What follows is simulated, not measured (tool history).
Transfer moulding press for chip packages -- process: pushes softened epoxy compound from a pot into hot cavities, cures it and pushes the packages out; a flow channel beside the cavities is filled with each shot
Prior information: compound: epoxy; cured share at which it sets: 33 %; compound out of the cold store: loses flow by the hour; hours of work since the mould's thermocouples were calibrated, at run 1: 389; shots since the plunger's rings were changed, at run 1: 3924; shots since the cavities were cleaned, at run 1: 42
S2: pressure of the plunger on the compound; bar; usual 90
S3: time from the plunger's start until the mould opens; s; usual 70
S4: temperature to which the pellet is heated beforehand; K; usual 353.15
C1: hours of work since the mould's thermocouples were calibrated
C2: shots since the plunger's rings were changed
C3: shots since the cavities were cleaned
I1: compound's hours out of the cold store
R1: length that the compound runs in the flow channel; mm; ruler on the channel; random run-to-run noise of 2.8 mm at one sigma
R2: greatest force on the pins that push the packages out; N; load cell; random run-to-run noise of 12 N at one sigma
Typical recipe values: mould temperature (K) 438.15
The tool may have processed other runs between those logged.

{"run": 1, "day": 0.0, "mould temperature (K)": 438.15, "S2": 90, "S3": 70, "S4": 353.15, "C1": 389, "C2": 3924, "C3": 42, "I1": 41.5, "R1": 618, "R2": 624}
{"day": 1.254, "done": "plunger's sealing rings changed"}
{"day": 1.317, "done": "cavities cleaned with cleaning compound and waxed"}
{"run": 2, "day": 2.108, "mould temperature (K)": 438.15, "S2": 90, "S3": 70, "S4": 353.15, "C1": 424, "C2": 318, "C3": 318, "I1": 29.2, "R1": 685, "R2": 848}
{"day": 2.667, "done": "cavities cleaned with cleaning compound and waxed"}
{"day": 3.954, "done": "cavities cleaned with cleaning compound and waxed"}
{"run": 3, "day": 4.688, "mould temperature (K)": 438.15, "S2": 90, "S3": 70, "S4": 353.15, "C1": 469, "C2": 1306, "C3": 295, "I1": 24.6, "R1": 694, "R2": 867}
{"day": 5.3, "done": "cavities cleaned with cleaning compound and waxed"}
{"day": 6.55, "done": "cavities cleaned with cleaning compound and waxed"}
{"run": 4, "day": 6.654, "mould temperature (K)": 438.15, "S2": 90, "S3": 70, "S4": 353.15, "C1": 503, "C2": 2047, "C3": 42, "I1": 33.5, "R1": 659, "R2": 633}
{"day": 7.867, "done": "cavities cleaned with cleaning compound and waxed"}
{"day": 9.096, "done": "cavities cleaned with cleaning compound and waxed"}
{"run": 5, "day": 9.646, "mould temperature (K)": 438.15, "S2": 90, "S3": 70, "S4": 353.15, "C1": 556, "C2": 3200, "C3": 220, "I1": 26, "R1": 677, "R2": 806}
{"day": 10.417, "done": "cavities cleaned with cleaning compound and waxed"}
{"run": 6, "day": 11.512, "mould temperature (K)": 438.15, "S2": 90, "S3": 70, "S4": 353.15, "C1": 589, "C2": 3927, "C3": 441, "I1": 36.9, "R1": 629, "R2": 922}
{"day": 11.854, "done": "mould's thermocouples calibrated"}
{"day": 11.917, "done": "cavities cleaned with cleaning compound and waxed"}
{"day": 13.054, "done": "plunger's sealing rings changed"}
{"day": 13.258, "done": "cavities cleaned with cleaning compound and waxed"}
{"run": 7, "day": 13.975, "mould temperature (K)": 438.15, "S2": 90, "S3": 70, "S4": 353.15, "C1": 35, "C2": 346, "C3": 288, "I1": 19.8, "R1": 716, "R2": 782}
{"day": 14.742, "done": "cavities cleaned with cleaning compound and waxed"}
{"day": 16.212, "done": "cavities cleaned with cleaning compound and waxed"}
{"run": 8, "day": 17.167, "mould temperature (K)": 431.15, "S2": 90, "S3": 56, "S4": 353.15, "C1": 91, "C2": 1581, "C3": 385, "I1": 45.3, "R1": 633, "R2": 2132}
{"day": 17.579, "done": "cavities cleaned with cleaning compound and waxed"}
{"run": 9, "day": 18.546, "mould temperature (K)": 446.15, "S2": 90, "S3": 70, "S4": 353.15, "C1": 115, "C2": 2112, "C3": 391, "I1": 20.4, "R1": 687, "R2": 625}
{"day": 19.05, "done": "cavities cleaned with cleaning compound and waxed"}
{"day": 20.504, "done": "cavities cleaned with cleaning compound and waxed"}
{"run": 10, "day": 20.533, "mould temperature (K)": 431.15, "S2": 90, "S3": 70, "S4": 351.15, "C1": 150, "C2": 2861, "C3": 13, "I1": 42.6, "R1": 634, "R2": 910}
{"day": 21.892, "done": "cavities cleaned with cleaning compound and waxed"}
{"run": 11, "day": 22.75, "mould temperature (K)": 439.15, "S2": 73.6, "S3": 85, "S4": 353.15, "C1": 189, "C2": 3728, "C3": 346, "I1": 13.1, "R1": 642, "R2": 619}

Describe how what the log doesn't record of the tool's condition differs between the last listed run preceding each entry between runs and the first listed run following it.
Runs 1 to 2: plunger's sealing rings changed (day 1.254); cavities cleaned with cleaning compound and waxed (day 1.317)
  true mould temperature over the reading, C: -0.75 -> -0.82; pressure that reaches the compound, % of what is set: 90.33 -> 98.89; grip of the stained cavities, % over clean ones': 11.1 -> 52.6
  what was measured, less what the result would be without the hidden state, R1: -31 -> -3 mm; R2: +88 -> +320 N
Runs 2 to 3: cavities cleaned with cleaning compound and waxed (day 2.667); cavities cleaned with cleaning compound and waxed (day 3.954)
  true mould temperature over the reading, C: -0.82 -> -0.91; pressure that reaches the compound, % of what is set: 98.89 -> 96.63; grip of the stained cavities, % over clean ones': 52.6 -> 49.3
  what was measured, less what the result would be without the hidden state, R1: -3 -> -10 mm; R2: +320 -> +322 N
Runs 3 to 4: cavities cleaned with cleaning compound and waxed (day 5.3); cavities cleaned with cleaning compound and waxed (day 6.55)
  true mould temperature over the reading, C: -0.91 -> -0.98; pressure that reaches the compound, % of what is set: 96.63 -> 94.93; grip of the stained cavities, % over clean ones': 49.3 -> 9.6
  what was measured, less what the result would be without the hidden state, R1: -10 -> -15 mm; R2: +322 -> +91 N
Runs 4 to 5: cavities cleaned with cleaning compound and waxed (day 7.867); cavities cleaned with cleaning compound and waxed (day 9.096)
  true mould temperature over the reading, C: -0.98 -> -1.1; pressure that reaches the compound, % of what is set: 94.93 -> 92.36; grip of the stained cavities, % over clean ones': 9.6 -> 39.2
  what was measured, less what the result would be without the hidden state, R1: -15 -> -25 mm; R2: +91 -> +269 N
Runs 5 to 6: cavities cleaned with cleaning compound and waxed (day 10.417)
  true mould temperature over the reading, C: -1.1 -> -1.17; pressure that reaches the compound, % of what is set: 92.36 -> 90.52; grip of the stained cavities, % over clean ones': 39.2 -> 63.3
  what was measured, less what the result would be without the hidden state, R1: -25 -> -30 mm; R2: +269 -> +400 N
Runs 6 to 7: mould's thermocouples calibrated (day 11.854); cavities cleaned with cleaning compound and waxed (day 11.917); plunger's sealing rings changed (day 13.054); cavities cleaned with cleaning compound and waxed (day 13.258)
  true mould temperature over the reading, C: -1.17 -> 0.28; pressure that reaches the compound, % of what is set: 90.52 -> 98.97; grip of the stained cavities, % over clean ones': 63.3 -> 43.8
  what was measured, less what the result would be without the hidden state, R1: -30 -> -4 mm; R2: +400 -> +228 N
Runs 7 to 8: cavities cleaned with cleaning compound and waxed (day 14.742); cavities cleaned with cleaning compound and waxed (day 16.212)
  true mould temperature over the reading, C: 0.28 -> 0.16; pressure that reaches the compound, % of what is set: 98.97 -> 96.14; grip of the stained cavities, % over clean ones': 43.8 -> 52.5
  what was measured, less what the result would be without the hidden state, R1: -4 -> -13 mm; R2: +228 -> +722 N
Runs 8 to 9: cavities cleaned with cleaning compound and waxed (day 17.579)
  true mould temperature over the reading, C: 0.16 -> 0.11; pressure that reaches the compound, % of what is set: 96.14 -> 94.84; grip of the stained cavities, % over clean ones': 52.5 -> 56.8
  what was measured, less what the result would be without the hidden state, R1: -13 -> -18 mm; R2: +722 -> +224 N
Runs 9 to 10: cavities cleaned with cleaning compound and waxed (day 19.05); cavities cleaned with cleaning compound and waxed (day 20.504)
  true mould temperature over the reading, C: 0.11 -> 0.04; pressure that reaches the compound, % of what is set: 94.84 -> 93.01; grip of the stained cavities, % over clean ones': 56.8 -> 4.9
  what was measured, less what the result would be without the hidden state, R1: -18 -> -24 mm; R2: +224 -> +40 N
Runs 10 to 11: cavities cleaned with cleaning compound and waxed (day 21.892)
  true mould temperature over the reading, C: 0.04 -> -0.04; pressure that reaches the compound, % of what is set: 93.01 -> 91.13; grip of the stained cavities, % over clean ones': 4.9 -> 50.8
  what was measured, less what the result would be without the hidden state, R1: -24 -> -30 mm; R2: +40 -> +207 N

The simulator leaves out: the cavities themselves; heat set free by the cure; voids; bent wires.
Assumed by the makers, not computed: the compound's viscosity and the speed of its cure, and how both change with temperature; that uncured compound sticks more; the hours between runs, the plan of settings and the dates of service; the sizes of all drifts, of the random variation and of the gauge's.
